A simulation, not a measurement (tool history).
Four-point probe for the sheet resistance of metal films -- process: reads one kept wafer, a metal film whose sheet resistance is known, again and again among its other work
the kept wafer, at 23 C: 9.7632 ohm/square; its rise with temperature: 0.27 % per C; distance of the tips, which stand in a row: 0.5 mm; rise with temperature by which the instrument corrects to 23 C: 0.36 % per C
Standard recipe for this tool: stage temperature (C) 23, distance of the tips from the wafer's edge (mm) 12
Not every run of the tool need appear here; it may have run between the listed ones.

run	day	stage temperature (C)	distance of the tips from the wafer's edge (mm)	sheet resistance as the instrument gives it (ohm/square)
1	0	23	12	9.791662
2	2.538	23	12	9.796219
3	4.583	23	12	9.798003
4	6.5	23	12	9.795901
5	8.454	23	12	9.79969
6	10.167	23	12	9.79714
7	11.629	23	12	9.797589
8	14.267	23	31	9.791942
9	15.575	23	31	9.791979
10	18.783	23	31	9.791985
11	21.15	23	31	9.794449
12	22.775	23	12	9.800828
13	25.212	23	12	9.805654
14	28.05	23	12	9.802682
15	30.05	23	12	9.799934
16	31.729	23	12	9.801964
17	34.604	23	7	9.820124
18	36.362	23	7	9.821991
19	38.712	29	12	9.754313
20	40.721	29	12	9.756417
21	42.088	23	4	9.880251
22	44.167	23	4	9.883229
23	45.762	34	12	9.713685
24	47.571	18	10	9.859312
25	50.171	35	5	9.746998
26	52.562	29	7	9.77603
27	55.554	29	13	9.759251
28	58.554	29	13	9.756492
29	61.442	29	13	9.758311
30	64.096	20	7	9.861442
31	66.95	23	16	9.810283
32	69.992	23	7	9.834568
# day 70.292: stage's thermometer calibrated
33	72.196	19	44	9.836414
34	73.546	20	6	9.86351
35	76.533	24	9	9.806063
36	77.992	24	9	9.806909
37	80.262	20	12	9.837097
# day 80.508: stage's thermometer calibrated, once more
38	83.058	26	9	9.807611
39	85.492	26	9	9.809122
40	87.15	20	35	9.848906
41	89.317	24	11	9.819494
42	90.829	20	12	9.8561
43	92.246	33	8	9.752828
44	95.317	33	4	9.813223
45	97.121	22	30	9.831476
46	99.992	22	30	9.830663

Here are 3 independent what-if runs from the current tool condition. What would each one return?
A	102.804	21	4	?
B	102.804	32	12	?
C	102.804	22	30	?

run	sheet resistance as the instrument gives it (ohm/square)
A	9.92352
B	9.753765
C	9.83235
What these runs would have given with no unlogged condition in the tool:
run	sheet resistance as the instrument gives it (ohm/square)
A	9.863528
B	9.694674
C	9.772861
